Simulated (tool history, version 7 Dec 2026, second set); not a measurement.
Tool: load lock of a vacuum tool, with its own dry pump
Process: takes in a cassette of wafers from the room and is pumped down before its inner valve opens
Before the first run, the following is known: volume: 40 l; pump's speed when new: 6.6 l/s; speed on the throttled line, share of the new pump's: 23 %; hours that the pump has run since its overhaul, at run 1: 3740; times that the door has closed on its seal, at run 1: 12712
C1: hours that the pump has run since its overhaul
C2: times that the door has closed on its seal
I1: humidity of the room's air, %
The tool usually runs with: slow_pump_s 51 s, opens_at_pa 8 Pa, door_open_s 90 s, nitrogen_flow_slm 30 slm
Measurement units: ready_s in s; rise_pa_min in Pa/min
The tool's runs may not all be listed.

run 1 hour=0 | slow_pump_s=51 opens_at_pa=8 door_open_s=90 nitrogen_flow_slm=30 | C1=3740 C2=12712 | I1=44.6 | ready_s=98.8 rise_pa_min=0.196
run 2 hour=54.8 | slow_pump_s=51 opens_at_pa=8 door_open_s=90 nitrogen_flow_slm=30 | C1=3794 C2=12969 | I1=44.2 | ready_s=99.9 rise_pa_min=0.199
run 3 hour=124.3 | slow_pump_s=51 opens_at_pa=8 door_open_s=90 nitrogen_flow_slm=30 | C1=3864 C2=13294 | I1=45.4 | ready_s=100.4 rise_pa_min=0.206
run 4 hour=210.1 | slow_pump_s=38 opens_at_pa=8 door_open_s=90 nitrogen_flow_slm=30 | C1=3950 C2=13696 | I1=44.5 | ready_s=89.5 rise_pa_min=0.216
run 5 hour=301.8 | slow_pump_s=51 opens_at_pa=8 door_open_s=90 nitrogen_flow_slm=30 | C1=4041 C2=14125 | I1=46 | ready_s=99.3 rise_pa_min=0.224
run 6 hour=351.5 | slow_pump_s=51 opens_at_pa=8 door_open_s=90 nitrogen_flow_slm=30 | C1=4091 C2=14358 | I1=46.5 | ready_s=100.2 rise_pa_min=0.225
run 7 hour=402 | slow_pump_s=52 opens_at_pa=8 door_open_s=90 nitrogen_flow_slm=30 | C1=4142 C2=14594 | I1=45.2 | ready_s=100.8 rise_pa_min=0.234
run 8 hour=459.3 | slow_pump_s=52 opens_at_pa=8 door_open_s=90 nitrogen_flow_slm=30 | C1=4199 C2=14863 | I1=48.5 | ready_s=100.5 rise_pa_min=0.241
run 9 hour=507.2 | slow_pump_s=51 opens_at_pa=8 door_open_s=90 nitrogen_flow_slm=30 | C1=4247 C2=15087 | I1=46 | ready_s=100.1 rise_pa_min=0.245
run 10 hour=551.5 | slow_pump_s=51 opens_at_pa=8 door_open_s=90 nitrogen_flow_slm=30 | C1=4291 C2=15294 | I1=43.4 | ready_s=99.6 rise_pa_min=0.249
run 11 hour=611.4 | slow_pump_s=50 opens_at_pa=8 door_open_s=90 nitrogen_flow_slm=30 | C1=4351 C2=15574 | I1=46.2 | ready_s=99.6 rise_pa_min=0.256
run 12 hour=662.2 | slow_pump_s=82 opens_at_pa=11 door_open_s=90 nitrogen_flow_slm=13 | C1=4402 C2=15812 | I1=43.3 | ready_s=121.1 rise_pa_min=0.275
run 13 hour=706.8 | slow_pump_s=82 opens_at_pa=11 door_open_s=90 nitrogen_flow_slm=13 | C1=4446 C2=16021 | I1=47.6 | ready_s=121.8 rise_pa_min=0.287
run 14 hour=801.9 | slow_pump_s=82 opens_at_pa=9 door_open_s=90 nitrogen_flow_slm=9 | C1=4542 C2=16466 | I1=47.7 | ready_s=123 rise_pa_min=0.299
run 15 hour=847.3 | slow_pump_s=42 opens_at_pa=8 door_open_s=90 nitrogen_flow_slm=22 | C1=4587 C2=16679 | I1=48 | ready_s=93.4 rise_pa_min=0.286
run 16 hour=900.8 | slow_pump_s=42 opens_at_pa=8 door_open_s=110 nitrogen_flow_slm=22 | C1=4640 C2=16929 | I1=45 | ready_s=93.8 rise_pa_min=0.29
run 17 hour=990.4 | slow_pump_s=26 opens_at_pa=12 door_open_s=155 nitrogen_flow_slm=22 | C1=4730 C2=17349 | I1=40.9 | ready_s=79.1 rise_pa_min=0.31
run 18 hour=1039.9 | slow_pump_s=26 opens_at_pa=12 door_open_s=155 nitrogen_flow_slm=22 | C1=4780 C2=17581 | I1=44.9 | ready_s=78.6 rise_pa_min=0.327
run 19 hour=1081.3 | slow_pump_s=51 opens_at_pa=8 door_open_s=168 nitrogen_flow_slm=30 | C1=4821 C2=17774 | I1=43.9 | ready_s=99.9 rise_pa_min=0.325

Here are 5 independent what-if runs from the current tool condition. What would each one return?
run A hour=1149.7 | slow_pump_s=51 opens_at_pa=11 door_open_s=79 nitrogen_flow_slm=33 | C1=4889 C2=18095 | I1=43.6 | ready_s=? rise_pa_min=?
run B hour=1149.7 | slow_pump_s=51 opens_at_pa=7 door_open_s=90 nitrogen_flow_slm=30 | C1=4889 C2=18095 | I1=45.8 | ready_s=? rise_pa_min=?
run C hour=1149.7 | slow_pump_s=51 opens_at_pa=13 door_open_s=90 nitrogen_flow_slm=30 | C1=4889 C2=18095 | I1=45.1 | ready_s=? rise_pa_min=?
run D hour=1149.7 | slow_pump_s=38 opens_at_pa=16 door_open_s=90 nitrogen_flow_slm=21 | C1=4889 C2=18095 | I1=47.4 | ready_s=? rise_pa_min=?
run E hour=1149.7 | slow_pump_s=69 opens_at_pa=14 door_open_s=90 nitrogen_flow_slm=5 | C1=4889 C2=18095 | I1=43.3 | ready_s=? rise_pa_min=?

run=A ready_s=98.6 rise_pa_min=0.301
run=B ready_s=100.6 rise_pa_min=0.311
run=C ready_s=96.6 rise_pa_min=0.309
run=D ready_s=85.8 rise_pa_min=0.322
run=E ready_s=110.2 rise_pa_min=0.341
Without the tool's hidden state the same runs would have given:
run=A ready_s=95.7 rise_pa_min=0.04
run=B ready_s=97.4 rise_pa_min=0.053
run=C ready_s=93.7 rise_pa_min=0.049
run=D ready_s=82.8 rise_pa_min=0.062
run=E ready_s=107.6 rise_pa_min=0.08

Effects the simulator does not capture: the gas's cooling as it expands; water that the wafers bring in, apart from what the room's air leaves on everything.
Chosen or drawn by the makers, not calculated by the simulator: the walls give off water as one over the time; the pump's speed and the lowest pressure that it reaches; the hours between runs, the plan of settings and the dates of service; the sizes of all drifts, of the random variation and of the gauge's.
